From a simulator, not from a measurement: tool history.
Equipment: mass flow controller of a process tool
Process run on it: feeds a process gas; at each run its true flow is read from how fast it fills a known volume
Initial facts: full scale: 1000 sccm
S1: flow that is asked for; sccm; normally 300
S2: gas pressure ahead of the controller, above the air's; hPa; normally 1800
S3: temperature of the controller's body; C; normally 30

Run 1, hour 0.0: usual settings. Result: true flow (%) 100.34.
Run 2, hour 86.5: usual settings. Result: true flow (%) 100.48.
Run 3, hour 148.1: usual settings but S2 2300 hPa. Result: true flow (%) 100.05.
Run 4, hour 217.7: usual settings but S1 567 sccm, S2 2300 hPa. Result: true flow (%) 99.80.
Run 5, hour 298.3: usual settings but S1 567 sccm, S2 2300 hPa. Result: true flow (%) 99.77.
Run 6, hour 364.0: usual settings. Result: true flow (%) 100.45.
Run 7, hour 441.5: usual settings. Result: true flow (%) 100.44.
Run 8, hour 507.1: usual settings. Result: true flow (%) 100.43.
Run 9, hour 573.5: usual settings. Result: true flow (%) 100.43.
Run 10, hour 638.2: usual settings. Result: true flow (%) 100.46.
Run 11, hour 698.7: usual settings. Result: true flow (%) 100.55.
Run 12, hour 771.5: usual settings but S1 255 sccm, S3 20 C. Result: true flow (%) 100.20.
Run 13, hour 854.3: usual settings but S1 197 sccm, S3 27 C. Result: true flow (%) 100.97.
Run 14, hour 910.6: usual settings but S1 345 sccm, S2 2790 hPa, S3 36 C. Result: true flow (%) 99.89.
At hour 915.6: controller's zero set anew.
Run 15, hour 969.6: usual settings but S1 345 sccm, S2 1950 hPa, S3 36 C. Result: true flow (%) 101.23.
Run 16, hour 1040.9: usual settings but S1 345 sccm, S2 1520 hPa, S3 36 C. Result: true flow (%) 101.51.
Run 17, hour 1092.5: usual settings but S1 132 sccm. Result: true flow (%) 103.72.
Run 18, hour 1177.7: usual settings but S1 417 sccm, S3 27 C. Result: true flow (%) 100.65.
Run 19, hour 1232.5: usual settings but S1 757 sccm, S2 1450 hPa, S3 39 C. Result: true flow (%) 101.29.
Run 20, hour 1268.6: usual settings but S1 272 sccm, S2 2570 hPa. Result: true flow (%) 100.90.
Run 21, hour 1320.4: usual settings but S1 160 sccm, S2 2570 hPa, S3 35 C. Result: true flow (%) 102.59.

5 options for the next run, each taken on its own from the tool as it stands now. Forecast them:
At hour 1334.9: controller's zero set anew, once more.
Run A, hour 1364.9: usual settings but S1 342 sccm, S2 2570 hPa, S3 35 C. Result: true flow (%) ?.
At hour 1334.9: controller's zero set anew, once more.
Run B, hour 1364.9: usual settings but S2 2330 hPa, S3 39 C. Result: true flow (%) ?.
At hour 1334.9: controller's zero set anew, once more.
Run C, hour 1364.9: usual settings but S1 302 sccm, S2 2680 hPa. Result: true flow (%) ?.
At hour 1334.9: controller's zero set anew, once more.
Run D, hour 1364.9: usual settings but S1 177 sccm, S2 2280 hPa, S3 35 C. Result: true flow (%) ?.
At hour 1334.9: controller's zero set anew, once more.
Run E, hour 1364.9: usual settings but S1 600 sccm, S2 1670 hPa. Result: true flow (%) ?.

run  true flow (%)
  A          98.81
  B          99.13
  C          98.49
  D          98.90
  E          99.55
Had the tool no hidden state, the same runs would have come out as:
run  true flow (%)
  A          99.33
  B          99.65
  C          99.01
  D          99.41
  E         100.08
